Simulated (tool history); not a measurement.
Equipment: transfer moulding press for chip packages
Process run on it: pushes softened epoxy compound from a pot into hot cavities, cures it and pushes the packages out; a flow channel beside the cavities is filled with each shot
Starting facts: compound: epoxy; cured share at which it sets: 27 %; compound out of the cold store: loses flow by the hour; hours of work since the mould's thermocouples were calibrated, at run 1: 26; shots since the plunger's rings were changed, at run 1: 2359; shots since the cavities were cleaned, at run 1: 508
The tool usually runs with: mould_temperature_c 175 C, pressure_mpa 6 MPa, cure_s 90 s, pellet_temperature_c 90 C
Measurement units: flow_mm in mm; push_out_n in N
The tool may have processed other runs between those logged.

| run | hour | mould_temperature_c | pressure_mpa | cure_s | pellet_temperature_c | hours of work since the mould's thermocouples were calibrated | shots since the plunger's rings were changed | shots since the cavities were cleaned | incoming compound's hours out of the cold store | flow_mm | push_out_n |
|---|---|---|---|---|---|---|---|---|---|---|---|
| 1 | 0 | 175 | 6 | 90 | 90 | 26 | 2359 | 508 | 22.2 | 873 | 438 |
| 2 | 9.3 | 175 | 6 | 90 | 90 | 31 | 2454 | 603 | 19.6 | 877 | 455 |
| 3 | 16.6 | 175 | 6 | 90 | 90 | 34 | 2529 | 678 | 43.4 | 789 | 443 |
| 4 | 25.7 | 175 | 6 | 90 | 90 | 39 | 2622 | 771 | 13.5 | 895 | 450 |
| 5 | 33 | 175 | 6 | 90 | 90 | 43 | 2697 | 846 | 24.8 | 853 | 430 |
| 6 | 37.4 | 175 | 6 | 90 | 90 | 45 | 2742 | 891 | 22.8 | 857 | 472 |
| 7 | 47 | 175 | 6 | 90 | 90 | 50 | 2840 | 989 | 28.9 | 857 | 462 |
| 8 | 54.4 | 175 | 6 | 90 | 90 | 54 | 2917 | 1066 | 31.7 | 834 | 430 |
|  | 56.7 | cavities cleaned with cleaning compound and waxed |
| 9 | 62.2 | 175 | 6 | 110 | 90 | 57 | 2980 | 55 | 45.3 | 774 | 417 |
| 10 | 70.9 | 175 | 6 | 90 | 95 | 62 | 3070 | 145 | 27.7 | 833 | 511 |
|  | 75.7 | cavities cleaned with cleaning compound and waxed, once more |
| 11 | 81.6 | 175 | 4.87 | 90 | 90 | 67 | 3165 | 61 | 17.6 | 792 | 338 |
| 12 | 87.6 | 175 | 6 | 90 | 90 | 70 | 3226 | 122 | 39.5 | 795 | 349 |
| 13 | 96.3 | 175 | 6 | 90 | 90 | 74 | 3315 | 211 | 45.4 | 773 | 354 |
| 14 | 104.1 | 175 | 6 | 90 | 82 | 78 | 3395 | 291 | 9.7 | 907 | 412 |
| 15 | 112 | 175 | 5.87 | 90 | 82 | 82 | 3476 | 372 | 25.6 | 849 | 418 |
| 16 | 116.8 | 175 | 5.87 | 90 | 82 | 85 | 3525 | 421 | 27.5 | 819 | 407 |
| 17 | 122.2 | 180 | 5.87 | 82 | 99 | 88 | 3580 | 476 | 28.1 | 808 | 375 |
| 18 | 126.8 | 171 | 6.59 | 90 | 86 | 90 | 3627 | 523 | 26.1 | 898 | 561 |
| 19 | 134.1 | 174 | 6.7 | 90 | 91 | 94 | 3702 | 598 | 47.5 | 812 | 448 |
| 20 | 139.6 | 175 | 6.93 | 87 | 90 | 97 | 3759 | 655 | 41.8 | 852 | 462 |
| 21 | 143.9 | 175 | 6.93 | 87 | 90 | 99 | 3802 | 698 | 44.2 | 833 | 460 |
| 22 | 149.2 | 175 | 6.93 | 87 | 90 | 102 | 3857 | 753 | 8.3 | 956 | 486 |
| 23 | 154 | 175 | 6.93 | 87 | 90 | 104 | 3906 | 802 | 14.2 | 934 | 486 |
| 24 | 159.3 | 173 | 5.89 | 79 | 89 | 107 | 3960 | 856 | 41 | 788 | 655 |
| 25 | 165.7 | 177 | 6 | 90 | 81 | 110 | 4027 | 923 | 15.9 | 867 | 433 |
| 26 | 171.9 | 177 | 5.02 | 90 | 97 | 114 | 4089 | 985 | 32 | 730 | 392 |
| 27 | 177.9 | 177 | 5.02 | 90 | 97 | 117 | 4151 | 1047 | 12.6 | 810 | 403 |
|  | 181.7 | cavities cleaned with cleaning compound and waxed |
| 28 | 184.7 | 177 | 5.02 | 90 | 97 | 119 | 4206 | 31 | 34.9 | 720 | 265 |

Below are 4 alternative next runs, each starting from the tool's condition after run 28. Predict each:
| A | 194 | 175 | 4.73 | 77 | 92 | 124 | 4301 | 126 | 19.1 | ? | ? |
| B | 194 | 175 | 4.68 | 107 | 90 | 124 | 4301 | 126 | 29.2 | ? | ? |
| C | 194 | 177 | 5.02 | 90 | 96 | 124 | 4301 | 126 | 11.5 | ? | ? |
| D | 194 | 173 | 6 | 90 | 98 | 124 | 4301 | 126 | 21.5 | ? | ? |

| run | flow_mm | push_out_n |
|---|---|---|
| A | 753 | 499 |
| B | 721 | 273 |
| C | 788 | 313 |
| D | 851 | 388 |
What these runs would have given with no unlogged condition in the tool:
| run | flow_mm | push_out_n |
|---|---|---|
| A | 822 | 417 |
| B | 788 | 228 |
| C | 861 | 262 |
| D | 929 | 325 |

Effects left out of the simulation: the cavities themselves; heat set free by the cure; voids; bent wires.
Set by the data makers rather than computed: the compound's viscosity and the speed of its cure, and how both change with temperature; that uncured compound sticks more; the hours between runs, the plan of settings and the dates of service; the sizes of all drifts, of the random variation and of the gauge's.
